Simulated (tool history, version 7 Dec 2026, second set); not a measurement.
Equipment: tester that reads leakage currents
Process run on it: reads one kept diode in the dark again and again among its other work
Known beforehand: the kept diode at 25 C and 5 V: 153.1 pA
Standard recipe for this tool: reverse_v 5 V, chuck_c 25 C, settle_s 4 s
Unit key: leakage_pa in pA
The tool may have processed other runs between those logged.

run	hour	reverse_v	chuck_c	settle_s	leakage_pa
1	0	5	25	4	146.66
2	121.8	5	25	4	146.23
# hour 264.1: chuck's temperature calibrated
3	278.3	5	25	0.54	155.26
4	399.7	5	25	4	153.02
5	528.3	2.05	25	4	90.79
6	639.8	2.05	25	4	89.47
7	753.3	5	22	4	118.31
8	851.8	5	22	4	117.36
# hour 981.9: probe card cleaned and baked
9	983.2	5	22	4	114.95
10	1115.8	5	22	4	114.28
11	1257.7	5	22	4	113.74
12	1434.4	5	25	4	147.05
13	1524.9	3.68	25	1.22	123.45
14	1616.3	1.97	32	4	152.3
15	1713.4	1.37	32	4	121.55
16	1833.1	1.37	32	4	121.12
17	2008.3	1.37	27	0.78	80.91
18	2173.7	4.14	27	0.44	154.63
19	2337.2	4.14	27	0.44	153.82
# hour 2352.7: chuck's temperature calibrated
20	2485.3	4.14	27	0.44	166.55
21	2612.7	3.42	47	9.85	694.36
22	2750.1	2.29	51	8.06	734.49
23	2907.3	5	58	4	1890.75
# hour 2936.6: tester calibrated
24	3054.4	6.8	26	3.21	199.74

Each row is a separate what-if for the run after 24, all from the same tool condition, not one after another. Results?
A	3235.5	5	25	2.97	?
B	3235.5	6.18	25	4	?
C	3235.5	15.33	26	0.78	?
D	3235.5	2.65	41	0.72	?

run	leakage_pa
A	153.22
B	173.52
C	326.68
D	380.21
Without the tool's hidden state the same runs would have given:
run	leakage_pa
A	154.22
B	174.5
C	327.34
D	384.88
